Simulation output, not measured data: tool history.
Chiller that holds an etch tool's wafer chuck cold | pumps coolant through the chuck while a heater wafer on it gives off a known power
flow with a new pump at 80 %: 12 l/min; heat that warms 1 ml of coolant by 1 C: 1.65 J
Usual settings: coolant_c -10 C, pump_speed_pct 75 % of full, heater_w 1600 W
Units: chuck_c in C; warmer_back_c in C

run 1 day=0.000 | coolant_c=-10 pump_speed_pct=75 heater_w=1600 | chuck_c=3.8 warmer_back_c=5.29
run 2 day=1.238 | coolant_c=-10 pump_speed_pct=75 heater_w=1600 | chuck_c=4.1 warmer_back_c=5.31
run 3 day=2.800 | coolant_c=-10 pump_speed_pct=75 heater_w=1600 | chuck_c=4.0 warmer_back_c=5.28
run 4 day=4.417 | coolant_c=-10 pump_speed_pct=75 heater_w=1600 | chuck_c=3.8 warmer_back_c=5.28
run 5 day=5.783 | coolant_c=-10 pump_speed_pct=75 heater_w=1600 | chuck_c=4.1 warmer_back_c=5.34
run 6 day=7.762 | coolant_c=-10 pump_speed_pct=75 heater_w=1600 | chuck_c=4.0 warmer_back_c=5.26
run 7 day=8.671 | coolant_c=-10 pump_speed_pct=75 heater_w=1600 | chuck_c=4.2 warmer_back_c=5.26
run 8 day=10.721 | coolant_c=-10 pump_speed_pct=71 heater_w=1600 | chuck_c=4.8 warmer_back_c=5.64
run 9 day=12.650 | coolant_c=-10 pump_speed_pct=71 heater_w=1600 | chuck_c=4.6 warmer_back_c=5.59
run 10 day=13.867 | coolant_c=-10 pump_speed_pct=71 heater_w=1600 | chuck_c=5.0 warmer_back_c=5.58
run 11 day=15.275 | coolant_c=-10 pump_speed_pct=75 heater_w=2114 | chuck_c=8.6 warmer_back_c=7.06
run 12 day=16.129 | coolant_c=-10 pump_speed_pct=84 heater_w=1600 | chuck_c=2.9 warmer_back_c=4.76
run 13 day=17.571 | coolant_c=-10 pump_speed_pct=75 heater_w=1600 | chuck_c=4.0 warmer_back_c=5.32
run 14 day=18.546 | coolant_c=-10 pump_speed_pct=75 heater_w=1600 | chuck_c=4.3 warmer_back_c=5.30
run 15 day=19.442 | coolant_c=-10 pump_speed_pct=75 heater_w=1600 | chuck_c=4.0 warmer_back_c=5.29
run 16 day=21.042 | coolant_c=-10 pump_speed_pct=75 heater_w=1600 | chuck_c=4.3 warmer_back_c=5.33
run 17 day=22.092 | coolant_c=-14 pump_speed_pct=70 heater_w=1178 | chuck_c=-2.9 warmer_back_c=4.20
run 18 day=23.300 | coolant_c=-9 pump_speed_pct=81 heater_w=1600 | chuck_c=4.1 warmer_back_c=4.89
run 19 day=24.325 | coolant_c=-17 pump_speed_pct=65 heater_w=1600 | chuck_c=-0.9 warmer_back_c=6.09
run 20 day=26.354 | coolant_c=-9 pump_speed_pct=64 heater_w=1544 | chuck_c=6.8 warmer_back_c=6.06
run 21 day=27.858 | coolant_c=-9 pump_speed_pct=64 heater_w=1544 | chuck_c=6.7 warmer_back_c=5.98
run 22 day=29.562 | coolant_c=-10 pump_speed_pct=75 heater_w=1759 | chuck_c=5.4 warmer_back_c=5.92
run 23 day=31.308 | coolant_c=-10 pump_speed_pct=74 heater_w=2288 | chuck_c=10.7 warmer_back_c=7.67
run 24 day=32.317 | coolant_c=-2 pump_speed_pct=74 heater_w=971 | chuck_c=6.7 warmer_back_c=3.26
run 25 day=33.779 | coolant_c=-12 pump_speed_pct=74 heater_w=1857 | chuck_c=4.8 warmer_back_c=6.27
run 26 day=35.629 | coolant_c=-12 pump_speed_pct=74 heater_w=1857 | chuck_c=4.7 warmer_back_c=6.26
run 27 day=37.692 | coolant_c=-12 pump_speed_pct=74 heater_w=1857 | chuck_c=4.6 warmer_back_c=6.32

Hidden state or all else? Some run-to-run changes of chuck_c, split into what the settings, what came in and random variation would give without the hidden state, and what is left for the hidden state (with any gauge scatter that isn't in both results):
The hidden state here: heat passed by the chuck's channels, % of clean ones'; flow at a given pump speed, % of a new pump's; coolant's true temperature over the reading, C; drift of the gauge itself on chuck_c, C; drift of the gauge itself on warmer_back_c, C.
Run 16 -> 17: coolant_c -10 -> -14, pump_speed_pct 75 -> 70, heater_w 1600 -> 1178. chuck_c -7.2 C: hidden state -0.3, all else -6.9.
Run 19 -> 20: coolant_c -17 -> -9, pump_speed_pct 65 -> 64, heater_w 1600 -> 1544. chuck_c +7.7 C: hidden state +0.0, all else +7.7.
Run 23 -> 24: coolant_c -10 -> -2, heater_w 2288 -> 971. chuck_c -4.0 C: hidden state -1.1, all else -2.9.
Run 24 -> 25: coolant_c -2 -> -12, heater_w 971 -> 1857. chuck_c -1.9 C: hidden state +0.7, all else -2.6.
